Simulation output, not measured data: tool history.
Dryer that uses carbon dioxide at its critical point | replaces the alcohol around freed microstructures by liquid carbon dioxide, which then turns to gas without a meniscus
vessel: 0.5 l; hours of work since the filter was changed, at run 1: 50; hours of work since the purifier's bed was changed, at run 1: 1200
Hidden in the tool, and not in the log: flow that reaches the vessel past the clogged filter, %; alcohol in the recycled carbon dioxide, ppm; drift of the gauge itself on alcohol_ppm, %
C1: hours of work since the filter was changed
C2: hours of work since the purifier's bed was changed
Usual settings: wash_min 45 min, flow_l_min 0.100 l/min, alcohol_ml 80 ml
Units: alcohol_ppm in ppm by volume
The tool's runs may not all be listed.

run 1 day=0.000 | wash_min=45 flow_l_min=0.100 alcohol_ml=80 | C1=50 C2=1200 | alcohol_ppm=181
run 2 day=3.042 | wash_min=45 flow_l_min=0.100 alcohol_ml=80 | C1=104 C2=1254 | alcohol_ppm=196
run 3 day=5.250 | wash_min=45 flow_l_min=0.100 alcohol_ml=80 | C1=143 C2=1293 | alcohol_ppm=216
run 4 day=7.388 | wash_min=45 flow_l_min=0.100 alcohol_ml=80 | C1=181 C2=1331 | alcohol_ppm=235
run 5 day=9.783 | wash_min=45 flow_l_min=0.100 alcohol_ml=80 | C1=223 C2=1374 | alcohol_ppm=260
-- day=11.317 purifier's bed changed
run 6 day=12.554 | wash_min=45 flow_l_min=0.100 alcohol_ml=80 | C1=270 C2=22 | alcohol_ppm=236
run 7 day=14.879 | wash_min=45 flow_l_min=0.100 alcohol_ml=80 | C1=311 C2=63 | alcohol_ppm=255
run 8 day=17.346 | wash_min=45 flow_l_min=0.097 alcohol_ml=80 | C1=355 C2=107 | alcohol_ppm=357
run 9 day=19.283 | wash_min=45 flow_l_min=0.100 alcohol_ml=32 | C1=389 C2=141 | alcohol_ppm=130
run 10 day=21.046 | wash_min=45 flow_l_min=0.100 alcohol_ml=80 | C1=421 C2=172 | alcohol_ppm=363
run 11 day=23.675 | wash_min=45 flow_l_min=0.100 alcohol_ml=80 | C1=467 C2=219 | alcohol_ppm=415
-- day=24.654 inlet filter changed
run 12 day=25.192 | wash_min=45 flow_l_min=0.100 alcohol_ml=80 | C1=10 C2=245 | alcohol_ppm=133
run 13 day=28.075 | wash_min=45 flow_l_min=0.100 alcohol_ml=80 | C1=61 C2=296 | alcohol_ppm=148
run 14 day=29.538 | wash_min=45 flow_l_min=0.100 alcohol_ml=80 | C1=87 C2=322 | alcohol_ppm=151
run 15 day=30.804 | wash_min=45 flow_l_min=0.100 alcohol_ml=80 | C1=109 C2=345 | alcohol_ppm=157
run 16 day=33.238 | wash_min=45 flow_l_min=0.100 alcohol_ml=80 | C1=152 C2=388 | alcohol_ppm=183
run 17 day=35.808 | wash_min=45 flow_l_min=0.100 alcohol_ml=80 | C1=198 C2=433 | alcohol_ppm=194
run 18 day=37.825 | wash_min=45 flow_l_min=0.100 alcohol_ml=80 | C1=233 C2=469 | alcohol_ppm=217
run 19 day=39.692 | wash_min=45 flow_l_min=0.100 alcohol_ml=80 | C1=267 C2=502 | alcohol_ppm=260
run 20 day=42.500 | wash_min=36 flow_l_min=0.065 alcohol_ml=112 | C1=316 C2=552 | alcohol_ppm=7764
run 21 day=45.517 | wash_min=48 flow_l_min=0.096 alcohol_ml=73 | C1=370 C2=605 | alcohol_ppm=257
run 22 day=47.183 | wash_min=48 flow_l_min=0.096 alcohol_ml=73 | C1=399 C2=635 | alcohol_ppm=286
run 23 day=49.996 | wash_min=45 flow_l_min=0.124 alcohol_ml=22 | C1=449 C2=685 | alcohol_ppm=58
-- day=51.875 inlet filter changed
run 24 day=52.612 | wash_min=45 flow_l_min=0.124 alcohol_ml=22 | C1=13 C2=730 | alcohol_ppm=44
run 25 day=54.983 | wash_min=32 flow_l_min=0.070 alcohol_ml=80 | C1=55 C2=772 | alcohol_ppm=4488
run 26 day=57.417 | wash_min=32 flow_l_min=0.070 alcohol_ml=80 | C1=98 C2=816 | alcohol_ppm=4812
run 27 day=59.471 | wash_min=32 flow_l_min=0.070 alcohol_ml=80 | C1=135 C2=852 | alcohol_ppm=5138
run 28 day=61.875 | wash_min=32 flow_l_min=0.070 alcohol_ml=80 | C1=177 C2=895 | alcohol_ppm=5413
run 29 day=63.462 | wash_min=41 flow_l_min=0.116 alcohol_ml=80 | C1=205 C2=923 | alcohol_ppm=176
run 30 day=66.288 | wash_min=27 flow_l_min=0.100 alcohol_ml=80 | C1=255 C2=973 | alcohol_ppm=3034
run 31 day=67.667 | wash_min=45 flow_l_min=0.114 alcohol_ml=35 | C1=280 C2=997 | alcohol_ppm=91
run 32 day=69.054 | wash_min=45 flow_l_min=0.075 alcohol_ml=23 | C1=304 C2=1022 | alcohol_ppm=391
run 33 day=70.633 | wash_min=70 flow_l_min=0.116 alcohol_ml=80 | C1=332 C2=1050 | alcohol_ppm=52
run 34 day=72.475 | wash_min=61 flow_l_min=0.100 alcohol_ml=33 | C1=365 C2=1082 | alcohol_ppm=58
run 35 day=75.479 | wash_min=63 flow_l_min=0.138 alcohol_ml=55 | C1=418 C2=1136 | alcohol_ppm=52
run 36 day=76.825 | wash_min=63 flow_l_min=0.138 alcohol_ml=55 | C1=442 C2=1160 | alcohol_ppm=48
-- day=79.096 inlet filter changed
run 37 day=79.896 | wash_min=63 flow_l_min=0.138 alcohol_ml=55 | C1=14 C2=1213 | alcohol_ppm=53
run 38 day=81.608 | wash_min=44 flow_l_min=0.138 alcohol_ml=55 | C1=44 C2=1244 | alcohol_ppm=56

Forecast each of these 5 alternatives for the next run:
run A day=82.875 | wash_min=37 flow_l_min=0.138 alcohol_ml=55 | C1=67 C2=1266 | alcohol_ppm=?
run B day=82.875 | wash_min=39 flow_l_min=0.138 alcohol_ml=55 | C1=67 C2=1266 | alcohol_ppm=?
run C day=82.875 | wash_min=44 flow_l_min=0.083 alcohol_ml=55 | C1=67 C2=1266 | alcohol_ppm=?
run D day=82.875 | wash_min=50 flow_l_min=0.123 alcohol_ml=48 | C1=67 C2=1266 | alcohol_ppm=?
run E day=82.875 | wash_min=45 flow_l_min=0.087 alcohol_ml=109 | C1=67 C2=1266 | alcohol_ppm=?

run=A alcohol_ppm=97
run=B alcohol_ppm=74
run=C alcohol_ppm=402
run=D alcohol_ppm=67
run=E alcohol_ppm=503
Without the tool's hidden state the same runs would have given:
run=A alcohol_ppm=42
run=B alcohol_ppm=20
run=C alcohol_ppm=298
run=D alcohol_ppm=15
run=E alcohol_ppm=377

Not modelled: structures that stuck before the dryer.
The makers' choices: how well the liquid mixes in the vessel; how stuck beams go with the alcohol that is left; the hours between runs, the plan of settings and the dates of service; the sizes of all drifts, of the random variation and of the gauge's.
